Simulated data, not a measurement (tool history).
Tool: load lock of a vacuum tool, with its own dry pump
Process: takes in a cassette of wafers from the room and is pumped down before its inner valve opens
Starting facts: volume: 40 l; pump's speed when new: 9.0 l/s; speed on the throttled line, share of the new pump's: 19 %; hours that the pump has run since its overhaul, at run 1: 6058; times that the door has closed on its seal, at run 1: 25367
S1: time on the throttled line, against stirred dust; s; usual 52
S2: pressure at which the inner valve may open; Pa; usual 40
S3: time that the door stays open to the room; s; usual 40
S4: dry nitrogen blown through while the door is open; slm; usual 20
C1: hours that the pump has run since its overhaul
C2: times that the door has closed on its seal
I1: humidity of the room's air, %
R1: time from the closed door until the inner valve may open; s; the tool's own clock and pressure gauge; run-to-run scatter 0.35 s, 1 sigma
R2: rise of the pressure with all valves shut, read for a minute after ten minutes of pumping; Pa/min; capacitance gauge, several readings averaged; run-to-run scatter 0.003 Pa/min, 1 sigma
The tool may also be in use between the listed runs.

| run | hour | S1 | S2 | S3 | S4 | C1 | C2 | I1 | R1 | R2 |
|---|---|---|---|---|---|---|---|---|---|---|
| 1 | 0 | 52 | 40 | 40 | 20 | 6058 | 25367 | 45 | 79.9 | 0.111 |
| 2 | 278.3 | 52 | 40 | 40 | 20 | 6336 | 25713 | 47.3 | 80.5 | 0.108 |
| 3 | 685.6 | 52 | 43 | 40 | 20 | 6743 | 26220 | 41.7 | 80.2 | 0.104 |
| 4 | 1260.8 | 52 | 43 | 40 | 20 | 7318 | 26935 | 42.9 | 80.1 | 0.108 |
| 5 | 1763.7 | 52 | 41 | 40 | 20 | 7821 | 27560 | 45.2 | 80.5 | 0.11 |
| 6 | 2019.5 | 52 | 40 | 40 | 20 | 8077 | 27878 | 42.7 | 81.3 | 0.121 |
| 7 | 2286.1 | 52 | 40 | 40 | 20 | 8344 | 28210 | 44.8 | 81.5 | 0.123 |
| 8 | 2626.2 | 52 | 40 | 40 | 20 | 8684 | 28633 | 46.1 | 80.7 | 0.111 |
| 9 | 3043.8 | 52 | 40 | 40 | 20 | 9101 | 29152 | 46.6 | 81.3 | 0.121 |
| 10 | 3585.8 | 52 | 40 | 40 | 20 | 9643 | 29826 | 42.7 | 81.7 | 0.123 |
|  | 3674 | dry pump taken out, an overhauled one fitted |
| 11 | 3963.8 | 52 | 40 | 63 | 20 | 290 | 30289 | 42.6 | 77 | 0.134 |
| 12 | 4511.1 | 52 | 40 | 63 | 20 | 837 | 30969 | 43.2 | 77.4 | 0.134 |
| 13 | 4997 | 87 | 38 | 237 | 23 | 1323 | 31574 | 42.7 | 106 | 0.191 |
| 14 | 5530.4 | 52 | 60 | 202 | 20 | 1856 | 32237 | 47.2 | 75.7 | 0.203 |
| 15 | 5987.1 | 54 | 66 | 202 | 20 | 2313 | 32805 | 47.7 | 77.1 | 0.202 |
| 16 | 6518.7 | 28 | 41 | 28 | 17 | 2845 | 33466 | 46.9 | 58.4 | 0.142 |
| 17 | 6929.3 | 52 | 50 | 34 | 30 | 3255 | 33977 | 47 | 76.8 | 0.143 |
| 18 | 7526.6 | 52 | 40 | 40 | 5 | 3853 | 34719 | 42.8 | 78.8 | 0.16 |
| 19 | 8083.1 | 52 | 40 | 215 | 20 | 4409 | 35412 | 43.7 | 78.3 | 0.214 |
| 20 | 8651.3 | 81 | 39 | 90 | 12 | 4977 | 36118 | 45.6 | 102.7 | 0.191 |

Per-run results on a tool with no hidden state, each run keeping its own random variation:
What the log doesn't record here: pump's speed, % of a new pump's; leak at the door's seal, Pa l/s; drift of the gauge itself on ready_s, %; drift of the gauge itself on rise_pa_min, %.
| run | R1 | R2 |
|---|---|---|
| 1 | 77.4 | 0.039 |
| 2 | 77.9 | 0.035 |
| 3 | 77.4 | 0.029 |
| 4 | 77 | 0.028 |
| 5 | 77.2 | 0.03 |
| 6 | 77.9 | 0.039 |
| 7 | 78 | 0.037 |
| 8 | 77 | 0.025 |
| 9 | 77.4 | 0.032 |
| 10 | 77.5 | 0.033 |
| 11 | 77.4 | 0.042 |
| 12 | 77.5 | 0.037 |
| 13 | 106 | 0.091 |
| 14 | 75.5 | 0.098 |
| 15 | 76.7 | 0.093 |
| 16 | 57.7 | 0.032 |
| 17 | 76 | 0.03 |
| 18 | 77.8 | 0.045 |
| 19 | 77.1 | 0.094 |
| 20 | 101.5 | 0.068 |
